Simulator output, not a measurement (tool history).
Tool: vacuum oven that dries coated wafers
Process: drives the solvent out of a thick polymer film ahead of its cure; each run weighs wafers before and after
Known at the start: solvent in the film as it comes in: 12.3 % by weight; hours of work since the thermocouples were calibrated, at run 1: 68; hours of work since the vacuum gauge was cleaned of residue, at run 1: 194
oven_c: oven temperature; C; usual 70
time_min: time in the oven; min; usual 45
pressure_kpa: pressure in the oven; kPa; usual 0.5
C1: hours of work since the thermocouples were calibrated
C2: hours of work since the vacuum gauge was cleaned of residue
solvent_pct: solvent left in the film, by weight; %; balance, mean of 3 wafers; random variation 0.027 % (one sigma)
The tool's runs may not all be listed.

run 1 hour=0 | oven_c=70 time_min=45 pressure_kpa=0.5 | C1=68 C2=194 | solvent_pct=0.52
run 2 hour=53.3 | oven_c=70 time_min=45 pressure_kpa=0.5 | C1=93 C2=219 | solvent_pct=0.51
run 3 hour=105 | oven_c=70 time_min=45 pressure_kpa=0.5 | C1=118 C2=244 | solvent_pct=0.53
run 4 hour=129.3 | oven_c=70 time_min=45 pressure_kpa=0.5 | C1=129 C2=256 | solvent_pct=0.52
run 5 hour=182.3 | oven_c=70 time_min=45 pressure_kpa=0.5 | C1=155 C2=281 | solvent_pct=0.54
run 6 hour=229.6 | oven_c=70 time_min=45 pressure_kpa=0.5 | C1=177 C2=304 | solvent_pct=0.52
run 7 hour=274.9 | oven_c=70 time_min=45 pressure_kpa=0.5 | C1=199 C2=325 | solvent_pct=0.52
run 8 hour=314.4 | oven_c=70 time_min=45 pressure_kpa=0.5 | C1=218 C2=344 | solvent_pct=0.51
run 9 hour=345.7 | oven_c=70 time_min=45 pressure_kpa=0.5 | C1=233 C2=359 | solvent_pct=0.54
run 10 hour=381.3 | oven_c=70 time_min=45 pressure_kpa=0.5 | C1=250 C2=376 | solvent_pct=0.58
run 11 hour=406 | oven_c=79 time_min=45 pressure_kpa=0.5 | C1=262 C2=388 | solvent_pct=0.12
run 12 hour=442.2 | oven_c=79 time_min=45 pressure_kpa=0.5 | C1=279 C2=405 | solvent_pct=0.15
run 13 hour=485.9 | oven_c=79 time_min=45 pressure_kpa=0.5 | C1=300 C2=426 | solvent_pct=0.12
run 14 hour=523.9 | oven_c=58 time_min=45 pressure_kpa=0.5 | C1=318 C2=444 | solvent_pct=3.23
run 15 hour=572.1 | oven_c=58 time_min=45 pressure_kpa=0.5 | C1=341 C2=467 | solvent_pct=3.24
run 16 hour=613.9 | oven_c=58 time_min=45 pressure_kpa=0.5 | C1=361 C2=487 | solvent_pct=3.27
run 17 hour=640.7 | oven_c=58 time_min=45 pressure_kpa=0.5 | C1=374 C2=500 | solvent_pct=3.29
run 18 hour=667.2 | oven_c=61 time_min=45 pressure_kpa=0.5 | C1=386 C2=513 | solvent_pct=2.39
run 19 hour=705.7 | oven_c=61 time_min=45 pressure_kpa=0.5 | C1=405 C2=531 | solvent_pct=2.37
run 20 hour=740 | oven_c=61 time_min=45 pressure_kpa=0.5 | C1=421 C2=547 | solvent_pct=2.45
run 21 hour=787.4 | oven_c=63 time_min=23 pressure_kpa=0.822 | C1=444 C2=570 | solvent_pct=4.21
run 22 hour=814.7 | oven_c=63 time_min=23 pressure_kpa=0.822 | C1=457 C2=583 | solvent_pct=4.2
run 23 hour=851.2 | oven_c=63 time_min=23 pressure_kpa=0.822 | C1=474 C2=600 | solvent_pct=4.26
run 24 hour=899.2 | oven_c=63 time_min=23 pressure_kpa=0.484 | C1=497 C2=623 | solvent_pct=4.17
run 25 hour=945.1 | oven_c=63 time_min=23 pressure_kpa=0.484 | C1=519 C2=645 | solvent_pct=4.14
run 26 hour=980.6 | oven_c=70 time_min=45 pressure_kpa=0.488 | C1=536 C2=662 | solvent_pct=0.59
run 27 hour=1021.6 | oven_c=58 time_min=33 pressure_kpa=0.634 | C1=555 C2=682 | solvent_pct=4.56
run 28 hour=1056.6 | oven_c=59 time_min=33 pressure_kpa=0.634 | C1=572 C2=699 | solvent_pct=4.17
run 29 hour=1094.3 | oven_c=59 time_min=51 pressure_kpa=0.634 | C1=590 C2=717 | solvent_pct=2.62

5 ways to go on from here, each from the tool as it stands after run 29. What would each give?
run A hour=1141.2 | oven_c=64 time_min=51 pressure_kpa=1.168 | C1=613 C2=739 | solvent_pct=?
run B hour=1141.2 | oven_c=70 time_min=53 pressure_kpa=0.5 | C1=613 C2=739 | solvent_pct=?
run C hour=1141.2 | oven_c=65 time_min=42 pressure_kpa=1.657 | C1=613 C2=739 | solvent_pct=?
run D hour=1141.2 | oven_c=74 time_min=28 pressure_kpa=0.477 | C1=613 C2=739 | solvent_pct=?
run E hour=1141.2 | oven_c=59 time_min=51 pressure_kpa=0.612 | C1=613 C2=739 | solvent_pct=?

run=A solvent_pct=1.57
run=B solvent_pct=0.47
run=C solvent_pct=2.01
run=D solvent_pct=0.83
run=E solvent_pct=2.74
Without the tool's hidden state the same runs would have given:
run=A solvent_pct=1.33
run=B solvent_pct=0.37
run=C solvent_pct=1.74
run=D solvent_pct=0.67
run=E solvent_pct=2.41

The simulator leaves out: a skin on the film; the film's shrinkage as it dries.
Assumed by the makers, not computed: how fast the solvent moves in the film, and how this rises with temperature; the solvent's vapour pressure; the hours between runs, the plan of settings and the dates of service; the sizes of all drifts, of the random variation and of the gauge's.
